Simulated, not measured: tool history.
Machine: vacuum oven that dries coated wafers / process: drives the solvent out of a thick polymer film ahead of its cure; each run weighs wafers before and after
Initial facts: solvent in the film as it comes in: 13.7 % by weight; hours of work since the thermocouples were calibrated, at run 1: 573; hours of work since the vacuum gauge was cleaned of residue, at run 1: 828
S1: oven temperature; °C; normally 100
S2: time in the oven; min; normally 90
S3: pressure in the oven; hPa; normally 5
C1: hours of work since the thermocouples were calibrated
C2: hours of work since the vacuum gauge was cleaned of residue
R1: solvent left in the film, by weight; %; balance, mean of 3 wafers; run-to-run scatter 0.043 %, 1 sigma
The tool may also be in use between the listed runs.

{"run": 1, "hour": 0.0, "S1": 100, "S2": 90, "S3": 5, "C1": 573, "C2": 828, "R1": 2.82}
{"run": 2, "hour": 33.4, "S1": 100, "S2": 90, "S3": 5, "C1": 590, "C2": 845, "R1": 2.89}
{"run": 3, "hour": 49.5, "S1": 100, "S2": 90, "S3": 5, "C1": 599, "C2": 854, "R1": 2.76}
{"run": 4, "hour": 78.7, "S1": 100, "S2": 90, "S3": 5, "C1": 614, "C2": 869, "R1": 2.92}
{"run": 5, "hour": 99.5, "S1": 100, "S2": 90, "S3": 5, "C1": 625, "C2": 880, "R1": 2.88}
{"run": 6, "hour": 127.2, "S1": 100, "S2": 90, "S3": 5, "C1": 640, "C2": 895, "R1": 2.81}
{"run": 7, "hour": 166.0, "S1": 100, "S2": 90, "S3": 5, "C1": 660, "C2": 915, "R1": 2.88}
{"run": 8, "hour": 186.6, "S1": 100, "S2": 90, "S3": 5, "C1": 671, "C2": 926, "R1": 2.83}
{"run": 9, "hour": 208.4, "S1": 103, "S2": 90, "S3": 5, "C1": 683, "C2": 937, "R1": 2.21}
{"run": 10, "hour": 242.0, "S1": 88, "S2": 90, "S3": 5, "C1": 700, "C2": 955, "R1": 5.67}
{"run": 11, "hour": 281.0, "S1": 100, "S2": 91, "S3": 5, "C1": 721, "C2": 976, "R1": 2.73}
{"run": 12, "hour": 316.5, "S1": 100, "S2": 46, "S3": 5, "C1": 740, "C2": 994, "R1": 5.4}
{"run": 13, "hour": 346.2, "S1": 100, "S2": 48, "S3": 5, "C1": 755, "C2": 1010, "R1": 5.31}
{"run": 14, "hour": 373.0, "S1": 100, "S2": 90, "S3": 5.44, "C1": 770, "C2": 1024, "R1": 2.82}
{"run": 15, "hour": 392.0, "S1": 100, "S2": 90, "S3": 5.44, "C1": 780, "C2": 1034, "R1": 2.82}
{"run": 16, "hour": 410.8, "S1": 100, "S2": 90, "S3": 5.44, "C1": 789, "C2": 1044, "R1": 2.87}
{"run": 17, "hour": 434.1, "S1": 100, "S2": 90, "S3": 5.44, "C1": 802, "C2": 1056, "R1": 2.83}
{"run": 18, "hour": 450.7, "S1": 100, "S2": 90, "S3": 5.44, "C1": 811, "C2": 1065, "R1": 2.91}
{"run": 19, "hour": 487.1, "S1": 100, "S2": 138, "S3": 5, "C1": 830, "C2": 1084, "R1": 1.51}
{"run": 20, "hour": 506.3, "S1": 100, "S2": 138, "S3": 5, "C1": 840, "C2": 1095, "R1": 1.55}
{"run": 21, "hour": 530.6, "S1": 100, "S2": 138, "S3": 5, "C1": 853, "C2": 1107, "R1": 1.5}
{"run": 22, "hour": 551.2, "S1": 100, "S2": 90, "S3": 3.95, "C1": 864, "C2": 1118, "R1": 2.81}
{"run": 23, "hour": 567.2, "S1": 100, "S2": 90, "S3": 3.95, "C1": 872, "C2": 1127, "R1": 2.73}
{"run": 24, "hour": 596.9, "S1": 92, "S2": 90, "S3": 5, "C1": 888, "C2": 1142, "R1": 4.71}
{"run": 25, "hour": 613.8, "S1": 91, "S2": 52, "S3": 4.32, "C1": 896, "C2": 1151, "R1": 6.94}
{"run": 26, "hour": 653.3, "S1": 91, "S2": 57, "S3": 4.32, "C1": 917, "C2": 1172, "R1": 6.67}
{"hour": 657.0, "done": "oven's thermocouples calibrated"}
{"run": 27, "hour": 686.7, "S1": 108, "S2": 81, "S3": 4.32, "C1": 16, "C2": 1189, "R1": 1.9}
{"run": 28, "hour": 719.5, "S1": 86, "S2": 72, "S3": 19.69, "C1": 33, "C2": 1206, "R1": 7.82}
{"run": 29, "hour": 749.2, "S1": 86, "S2": 72, "S3": 10.49, "C1": 49, "C2": 1222, "R1": 7.51}
{"run": 30, "hour": 788.1, "S1": 86, "S2": 72, "S3": 10.49, "C1": 69, "C2": 1242, "R1": 7.42}
{"run": 31, "hour": 827.7, "S1": 87, "S2": 50, "S3": 5, "C1": 90, "C2": 1263, "R1": 8.15}
{"run": 32, "hour": 850.3, "S1": 94, "S2": 50, "S3": 5, "C1": 102, "C2": 1275, "R1": 6.66}
{"run": 33, "hour": 885.8, "S1": 108, "S2": 51, "S3": 16.7, "C1": 121, "C2": 1294, "R1": 3.9}
{"run": 34, "hour": 915.4, "S1": 108, "S2": 51, "S3": 16.7, "C1": 136, "C2": 1309, "R1": 3.83}
{"run": 35, "hour": 949.3, "S1": 108, "S2": 51, "S3": 16.7, "C1": 154, "C2": 1327, "R1": 3.78}
{"run": 36, "hour": 986.5, "S1": 104, "S2": 48, "S3": 11.19, "C1": 174, "C2": 1347, "R1": 4.76}
{"run": 37, "hour": 1020.1, "S1": 104, "S2": 133, "S3": 5.49, "C1": 191, "C2": 1364, "R1": 1.3}
{"run": 38, "hour": 1042.1, "S1": 107, "S2": 133, "S3": 5.49, "C1": 203, "C2": 1376, "R1": 0.9}
{"run": 39, "hour": 1060.0, "S1": 93, "S2": 105, "S3": 6.1, "C1": 213, "C2": 1385, "R1": 4.16}
{"run": 40, "hour": 1095.0, "S1": 94, "S2": 124, "S3": 6.1, "C1": 231, "C2": 1404, "R1": 3.35}
{"run": 41, "hour": 1131.6, "S1": 94, "S2": 74, "S3": 5.86, "C1": 250, "C2": 1423, "R1": 5.26}
{"run": 42, "hour": 1150.3, "S1": 95, "S2": 78, "S3": 6.79, "C1": 260, "C2": 1433, "R1": 4.87}
{"run": 43, "hour": 1169.9, "S1": 95, "S2": 78, "S3": 6.79, "C1": 270, "C2": 1443, "R1": 4.84}
{"run": 44, "hour": 1207.9, "S1": 92, "S2": 90, "S3": 5, "C1": 291, "C2": 1463, "R1": 4.9}
{"run": 45, "hour": 1243.7, "S1": 100, "S2": 76, "S3": 13.32, "C1": 309, "C2": 1482, "R1": 4}
{"run": 46, "hour": 1265.0, "S1": 90, "S2": 76, "S3": 13.32, "C1": 321, "C2": 1494, "R1": 6.37}
{"run": 47, "hour": 1297.1, "S1": 98, "S2": 76, "S3": 4.36, "C1": 338, "C2": 1511, "R1": 4.14}

Selected run-to-run steps in R1, each split into two signed amounts: the part the tool would show with no hidden state at all (from settings, incoming material and random variation), and the remainder, which goes to the hidden state together with any gauge scatter not common to the measured and the hidden-state-free results:
Hidden conditions of the tool in this case: true wafer temperature over the reading, C; true pressure over the reading, kPa; drift of the gauge itself on solvent_pct, %.
Run 9 -> 10: S1 103 -> 88. R1 +3.46 %: hidden state -0.01, all else +3.47.
Run 18 -> 19: S2 90 -> 138, S3 5.44 -> 5. R1 -1.4 %: hidden state +0.09, all else -1.49.
Run 21 -> 22: S2 138 -> 90, S3 5 -> 3.95. R1 +1.31 %: hidden state -0.09, all else +1.4.
Run 26 -> 27: S1 91 -> 108, S2 57 -> 81, oven's thermocouples calibrated. R1 -4.77 %: hidden state +0.29, all else -5.06.
Run 27 -> 28: S1 108 -> 86, S2 81 -> 72, S3 4.32 -> 19.69. R1 +5.92 %: hidden state +0.06, all else +5.86.
